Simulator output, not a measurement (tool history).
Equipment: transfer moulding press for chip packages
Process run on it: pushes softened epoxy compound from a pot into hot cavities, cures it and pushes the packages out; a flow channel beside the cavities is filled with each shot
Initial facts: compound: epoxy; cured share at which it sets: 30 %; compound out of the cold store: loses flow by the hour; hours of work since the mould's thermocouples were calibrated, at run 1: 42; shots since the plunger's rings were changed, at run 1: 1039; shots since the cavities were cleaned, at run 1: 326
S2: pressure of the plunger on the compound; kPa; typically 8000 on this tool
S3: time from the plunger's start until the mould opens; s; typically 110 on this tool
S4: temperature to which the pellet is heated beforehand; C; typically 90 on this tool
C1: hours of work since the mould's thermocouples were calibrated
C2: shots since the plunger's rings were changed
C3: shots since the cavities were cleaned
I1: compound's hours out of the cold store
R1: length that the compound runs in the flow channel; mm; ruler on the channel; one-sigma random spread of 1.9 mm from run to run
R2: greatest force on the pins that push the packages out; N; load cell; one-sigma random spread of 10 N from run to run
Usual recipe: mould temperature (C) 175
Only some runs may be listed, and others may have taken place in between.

Run 1, hour 0: usual settings; C1 42; C2 1039; C3 326; I1 22.3. Result: R1 526 mm, R2 595 N.
At hour 17: cavities cleaned with cleaning compound and waxed.
Run 2, hour 30.3: usual settings; C1 61; C2 1350; C3 144; I1 34.9. Result: R1 484 mm, R2 539 N.
At hour 64.3: cavities cleaned with cleaning compound and waxed.
Run 3, hour 86.2: usual settings; C1 97; C2 1936; C3 237; I1 12.4. Result: R1 559 mm, R2 564 N.
At hour 113.3: cavities cleaned with cleaning compound and waxed.
Run 4, hour 133: usual settings; C1 127; C2 2424; C3 212; I1 15.1. Result: R1 545 mm, R2 557 N.
At hour 155.7: plunger's sealing rings changed.
At hour 165: cavities cleaned with cleaning compound and waxed.
Run 5, hour 193.5: usual settings but S2 6410 kPa; C1 164; C2 391; C3 308; I1 14. Result: R1 500 mm, R2 610 N.
At hour 210.6: cavities cleaned with cleaning compound and waxed.
Run 6, hour 237.8: usual settings but S2 6410 kPa; C1 192; C2 852; C3 293; I1 23.5. Result: R1 473 mm, R2 613 N.
At hour 258.6: cavities cleaned with cleaning compound and waxed.
Run 7, hour 269.5: usual settings; C1 212; C2 1178; C3 118; I1 16.7. Result: R1 545 mm, R2 530 N.
Run 8, hour 302.3: usual settings; C1 234; C2 1531; C3 471; I1 37.9. Result: R1 474 mm, R2 642 N.
At hour 308.3: cavities cleaned with cleaning compound and waxed.
Run 9, hour 334.9: usual settings; C1 255; C2 1866; C3 287; I1 44.4. Result: R1 459 mm, R2 587 N.
At hour 357.4: cavities cleaned with cleaning compound and waxed.
Run 10, hour 384.3: usual settings; C1 286; C2 2383; C3 291; I1 41.6. Result: R1 462 mm, R2 581 N.
At hour 403.1: cavities cleaned with cleaning compound and waxed.
At hour 414.4: plunger's sealing rings changed.
Run 11, hour 440.3: usual settings; C1 321; C2 279; C3 374; I1 25.2. Result: R1 525 mm, R2 637 N.
At hour 451.4: cavities cleaned with cleaning compound and waxed.
Run 12, hour 471.4: usual settings; C1 340; C2 598; C3 215; I1 27.4. Result: R1 515 mm, R2 566 N.
Run 13, hour 495.1: usual settings; C1 356; C2 854; C3 471; I1 41. Result: R1 470 mm, R2 660 N.
At hour 499.4: cavities cleaned with cleaning compound and waxed.
At hour 547.6: cavities cleaned with cleaning compound and waxed.
Run 14, hour 552.2: usual settings; C1 392; C2 1436; C3 49; I1 9.3. Result: R1 573 mm, R2 481 N.
At hour 595.5: cavities cleaned with cleaning compound and waxed.
Run 15, hour 604.8: usual settings but mould temperature (C) 172, S2 6340 kPa; C1 425; C2 1987; C3 100; I1 44.2. Result: R1 415 mm, R2 546 N.
Run 16, hour 636.6: usual settings but mould temperature (C) 181, S2 8240 kPa, S3 134 s; C1 447; C2 2330; C3 443; I1 46.9. Result: R1 437 mm, R2 597 N.
At hour 642.9: cavities cleaned with cleaning compound and waxed.
At hour 672.1: plunger's sealing rings changed.
Run 17, hour 684.6: usual settings but mould temperature (C) 168, S3 128 s; C1 476; C2 134; C3 422; I1 47.8. Result: R1 475 mm, R2 685 N.
At hour 692.5: cavities cleaned with cleaning compound and waxed.
Run 18, hour 724.1: usual settings but mould temperature (C) 180, S2 9510 kPa, S3 135 s, S4 91 C; C1 501; C2 544; C3 341; I1 23.9. Result: R1 557 mm, R2 574 N.
At hour 738.2: mould's thermocouples calibrated.
At hour 742.6: cavities cleaned with cleaning compound and waxed.
Run 19, hour 776.3: usual settings but mould temperature (C) 180, S2 9510 kPa, S3 135 s, S4 91 C; C1 24; C2 1068; C3 363; I1 26.7. Result: R1 544 mm, R2 584 N.
At hour 791.8: cavities cleaned with cleaning compound and waxed.
Run 20, hour 802.3: usual settings but mould temperature (C) 180, S2 9510 kPa, S3 135 s, S4 91 C; C1 40; C2 1333; C3 114; I1 47.4. Result: R1 478 mm, R2 489 N.
At hour 839.2: cavities cleaned with cleaning compound and waxed.
Run 21, hour 852.8: usual settings but mould temperature (C) 180, S2 9510 kPa, S3 102 s, S4 91 C; C1 73; C2 1861; C3 147; I1 25.1. Result: R1 543 mm, R2 488 N.
At hour 885: cavities cleaned with cleaning compound and waxed.
Run 22, hour 910: usual settings but mould temperature (C) 180, S2 6420 kPa; C1 110; C2 2461; C3 269; I1 33.2. Result: R1 421 mm, R2 555 N.
At hour 931.4: plunger's sealing rings changed.
At hour 936.6: cavities cleaned with cleaning compound and waxed.
Run 23, hour 965.9: usual settings but mould temperature (C) 180, S2 6420 kPa; C1 144; C2 355; C3 315; I1 41.3. Result: R1 416 mm, R2 576 N.
At hour 982.7: cavities cleaned with cleaning compound and waxed.
Run 24, hour 1015.2: usual settings but mould temperature (C) 180, S2 6420 kPa; C1 175; C2 870; C3 350; I1 34.9. Result: R1 426 mm, R2 597 N.
At hour 1031: cavities cleaned with cleaning compound and waxed.
Run 25, hour 1055: usual settings but mould temperature (C) 183, S2 7360 kPa, S3 108 s, S4 84 C; C1 201; C2 1284; C3 259; I1 32.7. Result: R1 455 mm, R2 549 N.

Hidden condition of the tool, last listed run before each entry between runs versus first listed run after:
Runs 1 to 2: cavities cleaned with cleaning compound and waxed (hour 17)
  true mould temperature over the reading, C: -0.07 -> -0.09; pressure that reaches the compound, % of what is set: 97.65 -> 96.97; grip of the stained cavities, % over clean ones': 31.9 -> 17.7
  what was measured, less what the result would be without the hidden state, R1: -6 -> -7 mm; R2: +144 -> +82 N
Runs 2 to 3: cavities cleaned with cleaning compound and waxed (hour 64.3)
  true mould temperature over the reading, C: -0.09 -> -0.12; pressure that reaches the compound, % of what is set: 96.97 -> 95.71; grip of the stained cavities, % over clean ones': 17.7 -> 23.5
  what was measured, less what the result would be without the hidden state, R1: -7 -> -12 mm; R2: +82 -> +107 N
Runs 3 to 4: cavities cleaned with cleaning compound and waxed (hour 113.3)
  true mould temperature over the reading, C: -0.12 -> -0.16; pressure that reaches the compound, % of what is set: 95.71 -> 94.58; grip of the stained cavities, % over clean ones': 23.5 -> 23
  what was measured, less what the result would be without the hidden state, R1: -12 -> -15 mm; R2: +107 -> +106 N
Runs 4 to 5: plunger's sealing rings changed (hour 155.7); cavities cleaned with cleaning compound and waxed (hour 165)
  true mould temperature over the reading, C: -0.16 -> -0.19; pressure that reaches the compound, % of what is set: 94.58 -> 99.03; grip of the stained cavities, % over clean ones': 23 -> 32.7
  what was measured, less what the result would be without the hidden state, R1: -15 -> -1 mm; R2: +106 -> +151 N
Runs 5 to 6: cavities cleaned with cleaning compound and waxed (hour 210.6)
  true mould temperature over the reading, C: -0.19 -> -0.22; pressure that reaches the compound, % of what is set: 99.03 -> 98.06; grip of the stained cavities, % over clean ones': 32.7 -> 32
  what was measured, less what the result would be without the hidden state, R1: -1 -> -4 mm; R2: +151 -> +150 N
Runs 6 to 7: cavities cleaned with cleaning compound and waxed (hour 258.6)
  true mould temperature over the reading, C: -0.22 -> -0.24; pressure that reaches the compound, % of what is set: 98.06 -> 97.41; grip of the stained cavities, % over clean ones': 32 -> 14.8
  what was measured, less what the result would be without the hidden state, R1: -4 -> -6 mm; R2: +150 -> +71 N
Runs 8 to 9: cavities cleaned with cleaning compound and waxed (hour 308.3)
  true mould temperature over the reading, C: -0.27 -> -0.28; pressure that reaches the compound, % of what is set: 96.63 -> 95.89; grip of the stained cavities, % over clean ones': 42.7 -> 31.7
  what was measured, less what the result would be without the hidden state, R1: -8 -> -9 mm; R2: +196 -> +144 N
Runs 9 to 10: cavities cleaned with cleaning compound and waxed (hour 357.4)
  true mould temperature over the reading, C: -0.28 -> -0.32; pressure that reaches the compound, % of what is set: 95.89 -> 94.76; grip of the stained cavities, % over clean ones': 31.7 -> 30
  what was measured, less what the result would be without the hidden state, R1: -9 -> -12 mm; R2: +144 -> +137 N
Runs 10 to 11: cavities cleaned with cleaning compound and waxed (hour 403.1); plunger's sealing rings changed (hour 414.4)
  true mould temperature over the reading, C: -0.32 -> -0.35; pressure that reaches the compound, % of what is set: 94.76 -> 99.36; grip of the stained cavities, % over clean ones': 30 -> 36.2
  what was measured, less what the result would be without the hidden state, R1: -12 -> +0 mm; R2: +137 -> +171 N
Runs 11 to 12: cavities cleaned with cleaning compound and waxed (hour 451.4)
  true mould temperature over the reading, C: -0.35 -> -0.37; pressure that reaches the compound, % of what is set: 99.36 -> 98.68; grip of the stained cavities, % over clean ones': 36.2 -> 24.5
  what was measured, less what the result would be without the hidden state, R1: +0 -> -2 mm; R2: +171 -> +116 N
Runs 13 to 14: cavities cleaned with cleaning compound and waxed (hour 499.4); cavities cleaned with cleaning compound and waxed (hour 547.6)
  true mould temperature over the reading, C: -0.39 -> -0.42; pressure that reaches the compound, % of what is set: 98.13 -> 96.91; grip of the stained cavities, % over clean ones': 42.9 -> 5.4
  what was measured, less what the result would be without the hidden state, R1: -3 -> -8 mm; R2: +202 -> +30 N
Runs 14 to 15: cavities cleaned with cleaning compound and waxed (hour 595.5)
  true mould temperature over the reading, C: -0.42 -> -0.46; pressure that reaches the compound, % of what is set: 96.91 -> 95.89; grip of the stained cavities, % over clean ones': 5.4 -> 12.1
  what was measured, less what the result would be without the hidden state, R1: -8 -> -7 mm; R2: +30 -> +66 N
Runs 16 to 17: cavities cleaned with cleaning compound and waxed (hour 642.9); plunger's sealing rings changed (hour 672.1)
  true mould temperature over the reading, C: -0.48 -> -0.51; pressure that reaches the compound, % of what is set: 95.18 -> 99.35; grip of the stained cavities, % over clean ones': 39.9 -> 41.3
  what was measured, less what the result would be without the hidden state, R1: -10 -> +0 mm; R2: +170 -> +207 N
Runs 17 to 18: cavities cleaned with cleaning compound and waxed (hour 692.5)
  true mould temperature over the reading, C: -0.51 -> -0.53; pressure that reaches the compound, % of what is set: 99.35 -> 98.48; grip of the stained cavities, % over clean ones': 41.3 -> 37.7
  what was measured, less what the result would be without the hidden state, R1: +0 -> -3 mm; R2: +207 -> +157 N
Runs 18 to 19: mould's thermocouples calibrated (hour 738.2); cavities cleaned with cleaning compound and waxed (hour 742.6)
  true mould temperature over the reading, C: -0.53 -> -0.1; pressure that reaches the compound, % of what is set: 98.48 -> 97.57; grip of the stained cavities, % over clean ones': 37.7 -> 37.6
  what was measured, less what the result would be without the hidden state, R1: -3 -> -6 mm; R2: +157 -> +159 N
Runs 19 to 20: cavities cleaned with cleaning compound and waxed (hour 791.8)
  true mould temperature over the reading, C: -0.1 -> -0.12; pressure that reaches the compound, % of what is set: 97.57 -> 97.04; grip of the stained cavities, % over clean ones': 37.6 -> 15.5
  what was measured, less what the result would be without the hidden state, R1: -6 -> -7 mm; R2: +159 -> +65 N
Runs 20 to 21: cavities cleaned with cleaning compound and waxed (hour 839.2)
  true mould temperature over the reading, C: -0.12 -> -0.15; pressure that reaches the compound, % of what is set: 97.04 -> 96.03; grip of the stained cavities, % over clean ones': 15.5 -> 16.2
  what was measured, less what the result would be without the hidden state, R1: -7 -> -10 mm; R2: +65 -> +69 N
Runs 21 to 22: cavities cleaned with cleaning compound and waxed (hour 885)
  true mould temperature over the reading, C: -0.15 -> -0.19; pressure that reaches the compound, % of what is set: 96.03 -> 94.72; grip of the stained cavities, % over clean ones': 16.2 -> 29.7
  what was measured, less what the result would be without the hidden state, R1: -10 -> -11 mm; R2: +69 -> +128 N
Runs 22 to 23: plunger's sealing rings changed (hour 931.4); cavities cleaned with cleaning compound and waxed (hour 936.6)
  true mould temperature over the reading, C: -0.19 -> -0.23; pressure that reaches the compound, % of what is set: 94.72 -> 99.17; grip of the stained cavities, % over clean ones': 29.7 -> 33
  what was measured, less what the result would be without the hidden state, R1: -11 -> -1 mm; R2: +128 -> +143 N
Runs 23 to 24: cavities cleaned with cleaning compound and waxed (hour 982.7)
  true mould temperature over the reading, C: -0.23 -> -0.26; pressure that reaches the compound, % of what is set: 99.17 -> 98.13; grip of the stained cavities, % over clean ones': 33 -> 37.2
  what was measured, less what the result would be without the hidden state, R1: -1 -> -3 mm; R2: +143 -> +162 N
Runs 24 to 25: cavities cleaned with cleaning compound and waxed (hour 1031)
  true mould temperature over the reading, C: -0.26 -> -0.28; pressure that reaches the compound, % of what is set: 98.13 -> 97.26; grip of the stained cavities, % over clean ones': 37.2 -> 28.5
  what was measured, less what the result would be without the hidden state, R1: -3 -> -6 mm; R2: +162 -> +122 N

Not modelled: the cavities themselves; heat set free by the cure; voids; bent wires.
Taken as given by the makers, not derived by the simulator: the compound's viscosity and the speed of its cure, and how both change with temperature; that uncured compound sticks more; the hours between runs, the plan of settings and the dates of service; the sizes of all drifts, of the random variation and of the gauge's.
